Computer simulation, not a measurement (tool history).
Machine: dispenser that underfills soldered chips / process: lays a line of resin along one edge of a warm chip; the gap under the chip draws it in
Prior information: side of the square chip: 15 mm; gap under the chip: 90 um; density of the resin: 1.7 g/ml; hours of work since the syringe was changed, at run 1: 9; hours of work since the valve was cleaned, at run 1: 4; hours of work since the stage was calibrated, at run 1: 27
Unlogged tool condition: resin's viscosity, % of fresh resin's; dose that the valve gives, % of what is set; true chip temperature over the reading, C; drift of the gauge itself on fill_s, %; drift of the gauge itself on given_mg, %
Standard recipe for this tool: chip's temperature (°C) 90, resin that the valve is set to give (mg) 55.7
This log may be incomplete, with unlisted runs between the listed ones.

run,hour,chip's temperature (°C),resin that the valve is set to give (mg),hours of work since the syringe was changed,hours of work since the valve was cleaned,hours of work since the stage was calibrated,time until the resin shows at the far edge (s),resin that the valve gave (mg)
1,0,90,55.7,9,4,27,302.2,55.28
# hour 1.3: new syringe of resin
2,10.3,90,54.1,6,10,33,235.3,53.76
# hour 17: new syringe of resin
3,17,90,54.1,0,14,37,138.8,53.63
4,26.2,90,54.1,6,20,42,232.3,53.63
# hour 31.9: new syringe of resin
5,31.9,100,55.7,0,23,45,96.3,55.15
6,43.1,100,55.7,7,30,52,178.4,54.77
# hour 47: new syringe of resin
7,55.7,100,55.7,5,38,60,157,54.83
# hour 62: new syringe of resin
8,62.3,100,55.7,0,41,64,100.5,54.48
9,71.7,85,55.7,6,47,69,291.3,54.7
# hour 77.5: new syringe of resin
10,78.7,85,55.7,1,51,74,180.7,54.47
# hour 82.5: dispensing valve cleaned and set on the balance
11,85.6,85,55.7,4,2,77,252.5,55.53
# hour 94.1: new syringe of resin
12,94.3,81,69.1,0,7,82,193.9,68.98
13,102.7,84,62.8,5,12,87,275.5,62.31
# hour 109.3: new syringe of resin
14,114,89,52.7,3,19,94,190.5,52.29
15,121.1,76,50.8,7,23,98,471.8,50.3
# hour 124.9: new syringe of resin
16,131.4,90,55.8,4,29,105,198,55.14
# hour 140.2: new syringe of resin
17,141.1,83,53.3,1,35,110,187.1,52.68
18,146.2,100,59.5,4,38,113,134.6,58.6
19,151.3,100,59.5,7,41,117,174.6,58.58

3 options for the next run, each taken on its own from the tool as it stands now. Forecast them:
# hour 155.2: new syringe of resin
A,163.3,75,55.7,5,48,124,?,?
# hour 155.2: new syringe of resin
B,163.3,101,58.6,5,48,124,?,?
# hour 155.2: new syringe of resin
C,163.3,79,70.6,5,48,124,?,?

run,time until the resin shows at the far edge (s),resin that the valve gave (mg)
A,382.6,54.97
B,143.4,57.42
C,323.3,69.26
Without the tool's hidden state the same runs would have given:
run,time until the resin shows at the far edge (s),resin that the valve gave (mg)
A,241.9,55.98
B,90.8,58.48
C,204.9,70.53

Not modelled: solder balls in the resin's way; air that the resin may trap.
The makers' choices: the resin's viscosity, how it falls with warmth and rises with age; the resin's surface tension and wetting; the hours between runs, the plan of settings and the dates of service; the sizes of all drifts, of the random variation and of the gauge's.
